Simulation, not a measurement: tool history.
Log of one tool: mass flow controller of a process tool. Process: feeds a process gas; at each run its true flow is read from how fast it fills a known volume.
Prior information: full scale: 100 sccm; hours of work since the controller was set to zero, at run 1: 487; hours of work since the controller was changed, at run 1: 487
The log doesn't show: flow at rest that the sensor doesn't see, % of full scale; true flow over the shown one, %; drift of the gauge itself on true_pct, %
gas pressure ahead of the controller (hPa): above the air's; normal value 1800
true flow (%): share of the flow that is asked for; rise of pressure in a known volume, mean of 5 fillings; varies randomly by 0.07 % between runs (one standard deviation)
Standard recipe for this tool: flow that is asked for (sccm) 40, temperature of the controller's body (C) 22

| run | hour | flow that is asked for (sccm) | gas pressure ahead of the controller (hPa) | temperature of the controller's body (C) | hours of work since the controller was set to zero | hours of work since the controller was changed | true flow (%) |
|---|---|---|---|---|---|---|---|
| 1 | 0 | 40 | 1800 | 22 | 487 | 487 | 98.33 |
| 2 | 118.7 | 40 | 1800 | 22 | 543 | 543 | 98.43 |
| 3 | 238.7 | 40 | 1800 | 22 | 600 | 600 | 98.41 |
| 4 | 307.3 | 40 | 1800 | 22 | 633 | 633 | 98.43 |
| 5 | 411.5 | 40 | 1800 | 22 | 682 | 682 | 98.2 |
| 6 | 469.3 | 40 | 1800 | 22 | 710 | 710 | 98.14 |
| 7 | 572.7 | 40 | 1800 | 22 | 759 | 759 | 98.2 |
| 8 | 665.2 | 40 | 1800 | 22 | 803 | 803 | 98.12 |
| 9 | 756.2 | 47 | 1800 | 22 | 846 | 846 | 98.41 |
| 10 | 844.1 | 47 | 1800 | 22 | 888 | 888 | 98.31 |
| 11 | 954.8 | 40 | 1440 | 22 | 940 | 940 | 97.89 |
| 12 | 1064.9 | 40 | 1440 | 22 | 992 | 992 | 97.89 |
| 13 | 1165.4 | 45 | 1440 | 22 | 1040 | 1040 | 97.96 |
| 14 | 1231.1 | 45 | 1440 | 22 | 1071 | 1071 | 97.97 |
| 15 | 1331.6 | 90 | 2260 | 22 | 1119 | 1119 | 99.47 |
| 16 | 1397.6 | 90 | 2260 | 22 | 1150 | 1150 | 99.24 |
| 17 | 1472.5 | 90 | 2260 | 22 | 1186 | 1186 | 99.35 |
| 18 | 1560.9 | 40 | 2270 | 37 | 1228 | 1228 | 99.76 |
|  | 1568.7 | controller's zero set anew |
| 19 | 1659.8 | 40 | 2270 | 37 | 43 | 1275 | 99.16 |
| 20 | 1713.1 | 40 | 2270 | 37 | 69 | 1300 | 99.13 |
| 21 | 1802.1 | 40 | 2270 | 37 | 111 | 1342 | 98.93 |
| 22 | 1918.4 | 40 | 2270 | 37 | 166 | 1397 | 99.08 |
| 23 | 2021.2 | 40 | 2270 | 37 | 215 | 1446 | 98.88 |
|  | 2130.4 | controller's zero set anew, once more |
| 24 | 2153.9 | 40 | 2270 | 37 | 11 | 1509 | 100.77 |
| 25 | 2233.5 | 40 | 2270 | 37 | 49 | 1547 | 100.73 |
| 26 | 2294.5 | 40 | 2270 | 37 | 78 | 1576 | 100.72 |
| 27 | 2426.5 | 82 | 1830 | 22 | 141 | 1638 | 99.53 |

For some of the steps in true flow (%) from one run to the next: how much would appear even if the tool had no hidden state, given the settings, what came in and random variation, and how much remains for the hidden state plus any gauge scatter that the measured result and the result without hidden state don't share?
Run 14 -> 15: flow that is asked for (sccm) 45 -> 90, gas pressure ahead of the controller (hPa) 1440 -> 2260. true flow (%) +1.5: hidden state +0.41, all else +1.09.
Run 18 -> 19: controller's zero set anew. true flow (%) -0.6: hidden state -0.65, all else +0.05.
Run 23 -> 24: controller's zero set anew, once more. true flow (%) +1.89: hidden state +1.84, all else +0.05.
